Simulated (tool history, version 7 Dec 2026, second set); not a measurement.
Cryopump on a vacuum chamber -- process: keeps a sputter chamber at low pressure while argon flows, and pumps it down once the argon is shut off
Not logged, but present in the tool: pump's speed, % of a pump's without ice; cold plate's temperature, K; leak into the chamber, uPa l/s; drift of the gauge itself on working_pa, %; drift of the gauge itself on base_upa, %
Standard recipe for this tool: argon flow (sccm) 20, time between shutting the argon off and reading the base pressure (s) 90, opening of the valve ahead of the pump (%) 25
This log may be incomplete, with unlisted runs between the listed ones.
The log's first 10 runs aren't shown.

run,hour,argon flow (sccm),time between shutting the argon off and reading the base pressure (s),opening of the valve ahead of the pump (%),hours of work since the pump was warmed up and emptied,hours of work since the cold head was overhauled,hours of work since the chamber's fittings were tightened,pressure while argon flows (Pa),pressure after the wait (uPa)
11,174.2,20,29,25,265,799,58,0.0583,2.08
12,189.6,20,29,25,278,812,72,0.0581,2.17
13,216.2,20,29,25,301,835,94,0.0576,2.19
14,228.2,20,29,25,311,845,104,0.0584,2.14
15,255.0,20,248,25,334,868,127,0.0581,0.41
16,267.3,20,90,25,344,878,138,0.0582,0.89
17,296.1,20,90,25,369,903,162,0.0585,0.84
18,309.0,20,90,25,380,914,173,0.0593,0.86
19,323.6,20,90,25,392,926,186,0.0588,0.88
20,352.0,29,54,33,416,950,210,0.0660,1.25
21,368.4,17,54,21,430,964,224,0.0596,1.34
22,386.4,17,54,21,446,980,239,0.0602,1.31
23,411.8,17,64,24,467,1001,261,0.0528,1.14
24,435.3,17,64,24,487,1021,281,0.0528,1.16
# hour 460.2: pump warmed up, emptied and cooled again
25,463.0,10,129,33,2,1041,300,0.0215,0.68
26,486.5,10,129,33,22,1061,320,0.0219,0.67
27,500.9,10,129,33,35,1073,332,0.0210,0.65
28,522.7,10,129,33,53,1091,351,0.0212,0.71
29,547.3,9,251,33,74,1112,372,0.0198,0.47
30,570.4,18,28,35,94,1132,391,0.0369,2.27
31,597.9,18,28,35,117,1155,415,0.0365,2.34
32,618.9,21,64,54,135,1173,433,0.0282,1.17
33,636.7,26,25,25,150,1188,448,0.0741,2.41

Below are 5 alternative next runs, each starting from the tool's condition after run 33. Predict each:
A,653.9,8,279,25,165,1203,462,?,?
B,653.9,29,90,32,165,1203,462,?,?
C,653.9,20,90,38,165,1203,462,?,?
D,653.9,32,55,25,165,1203,462,?,?
E,653.9,20,90,25,165,1203,462,?,?

run,pressure while argon flows (Pa),pressure after the wait (uPa)
A,0.0230,0.47
B,0.0652,0.87
C,0.0374,0.97
D,0.0909,1.30
E,0.0566,0.92
The same runs, with their run-to-run variation unchanged, on a tool lacking any hidden condition would have given:
run,pressure while argon flows (Pa),pressure after the wait (uPa)
A,0.0224,0.31
B,0.0630,0.71
C,0.0359,0.80
D,0.0885,1.14
E,0.0551,0.76

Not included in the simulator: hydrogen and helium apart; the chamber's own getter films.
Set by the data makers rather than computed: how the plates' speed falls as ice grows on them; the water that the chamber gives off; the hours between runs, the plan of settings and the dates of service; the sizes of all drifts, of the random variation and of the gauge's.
